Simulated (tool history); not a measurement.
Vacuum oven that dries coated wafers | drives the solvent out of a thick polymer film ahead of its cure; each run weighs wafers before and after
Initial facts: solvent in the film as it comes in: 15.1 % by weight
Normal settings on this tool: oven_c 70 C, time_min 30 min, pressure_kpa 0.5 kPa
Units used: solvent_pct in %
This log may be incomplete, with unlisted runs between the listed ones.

run 1 hour=0 | oven_c=70 time_min=30 pressure_kpa=0.5 | solvent_pct=1.11
run 2 hour=31.8 | oven_c=70 time_min=30 pressure_kpa=0.5 | solvent_pct=1.18
run 3 hour=63.8 | oven_c=70 time_min=30 pressure_kpa=0.5 | solvent_pct=1.2
run 4 hour=78.3 | oven_c=70 time_min=30 pressure_kpa=0.5 | solvent_pct=1.17
run 5 hour=94.1 | oven_c=70 time_min=30 pressure_kpa=0.757 | solvent_pct=1.35
run 6 hour=108.3 | oven_c=70 time_min=30 pressure_kpa=0.757 | solvent_pct=1.3
run 7 hour=139.9 | oven_c=70 time_min=30 pressure_kpa=0.757 | solvent_pct=1.32
run 8 hour=167.5 | oven_c=70 time_min=30 pressure_kpa=0.5 | solvent_pct=1.14
run 9 hour=195 | oven_c=70 time_min=21 pressure_kpa=0.5 | solvent_pct=2.11
run 10 hour=223.8 | oven_c=70 time_min=33 pressure_kpa=0.5 | solvent_pct=0.99
run 11 hour=255.8 | oven_c=70 time_min=30 pressure_kpa=0.5 | solvent_pct=1.17
run 12 hour=270.8 | oven_c=70 time_min=30 pressure_kpa=0.5 | solvent_pct=1.14
run 13 hour=303.3 | oven_c=57 time_min=30 pressure_kpa=0.5 | solvent_pct=5.15
run 14 hour=320.4 | oven_c=70 time_min=31 pressure_kpa=0.5 | solvent_pct=1.06
run 15 hour=352.8 | oven_c=63 time_min=31 pressure_kpa=0.5 | solvent_pct=2.84
run 16 hour=377 | oven_c=63 time_min=31 pressure_kpa=0.5 | solvent_pct=2.79
run 17 hour=403.3 | oven_c=63 time_min=31 pressure_kpa=0.5 | solvent_pct=2.83
run 18 hour=426.2 | oven_c=70 time_min=30 pressure_kpa=0.5 | solvent_pct=1.13
run 19 hour=455.3 | oven_c=70 time_min=30 pressure_kpa=0.5 | solvent_pct=1.16
run 20 hour=483.2 | oven_c=70 time_min=30 pressure_kpa=0.5 | solvent_pct=1.12
run 21 hour=502.1 | oven_c=70 time_min=30 pressure_kpa=0.523 | solvent_pct=1.16
run 22 hour=524.7 | oven_c=70 time_min=30 pressure_kpa=0.5 | solvent_pct=1.11
run 23 hour=538.4 | oven_c=70 time_min=30 pressure_kpa=0.5 | solvent_pct=1.19
run 24 hour=563.9 | oven_c=70 time_min=30 pressure_kpa=0.5 | solvent_pct=1.12
run 25 hour=589 | oven_c=70 time_min=17 pressure_kpa=0.5 | solvent_pct=2.9
run 26 hour=605.1 | oven_c=69 time_min=16 pressure_kpa=0.347 | solvent_pct=3.36
run 27 hour=636.8 | oven_c=69 time_min=16 pressure_kpa=0.659 | solvent_pct=3.61
run 28 hour=653 | oven_c=63 time_min=16 pressure_kpa=0.5 | solvent_pct=5.58
run 29 hour=678.9 | oven_c=66 time_min=29 pressure_kpa=0.473 | solvent_pct=2.14
run 30 hour=704.7 | oven_c=70 time_min=28 pressure_kpa=1.815 | solvent_pct=2.28
run 31 hour=725.9 | oven_c=70 time_min=28 pressure_kpa=1.815 | solvent_pct=2.19
run 32 hour=742.7 | oven_c=70 time_min=28 pressure_kpa=1.815 | solvent_pct=2.25
run 33 hour=767.7 | oven_c=70 time_min=31 pressure_kpa=0.387 | solvent_pct=1.05
run 34 hour=798 | oven_c=70 time_min=44 pressure_kpa=1.123 | solvent_pct=1
run 35 hour=828.7 | oven_c=70 time_min=44 pressure_kpa=1.123 | solvent_pct=1.04

What does the tool deliver on the next run?
-- hour=856.5 oven's thermocouples calibrated
run 36 hour=861.8 | oven_c=70 time_min=44 pressure_kpa=1.123 | solvent_pct=?

Logged for run 36: solvent_pct 1.06 %.
Minus the tool's unlogged condition, the same run would have read solvent_pct 1.05 %.
